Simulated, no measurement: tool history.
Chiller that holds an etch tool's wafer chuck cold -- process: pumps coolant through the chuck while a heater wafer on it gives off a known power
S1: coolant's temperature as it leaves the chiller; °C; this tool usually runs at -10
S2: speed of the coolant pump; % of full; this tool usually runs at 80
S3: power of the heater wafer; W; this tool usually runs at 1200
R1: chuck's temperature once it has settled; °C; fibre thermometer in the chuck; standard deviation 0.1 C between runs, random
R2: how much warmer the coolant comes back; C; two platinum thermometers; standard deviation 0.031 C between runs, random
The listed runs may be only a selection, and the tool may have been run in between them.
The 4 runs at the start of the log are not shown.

run    hour   S1  S2    S3    R1    R2
  5   340.5  -10  80  1200   1.8  2.87
  6   394.8   -4  80  1200   8.0  2.81
  7   438.5   -4  80  1200   8.1  2.82
  8   511.9   -4  80  1200   7.9  2.82
  9   609.3   -4  80  1200   8.2  2.87
 10   702.6  -10  80  1065   0.7  2.54
 11   759.3  -10  80  1200   2.2  2.90
 12   854.5  -10  80  1200   2.0  2.81
 13   931.8  -10  80  1200   2.3  2.84
 14  1014.3  -10  80  1030   0.6  2.47
     1035.1  -- chiller's thermometer calibrated
 15  1088.4  -10  80   669  -3.5  1.57
 16  1141.5  -10  80   669  -3.6  1.62

What does the tool deliver on the next run?
 17  1209.3  -10  80  669   ?   ?

{"run 17": {"R1": -3.5, "R2": 1.62}}
Without the tool's hidden state the same run would have given R1 -4.6 °C, R2 1.49 C.
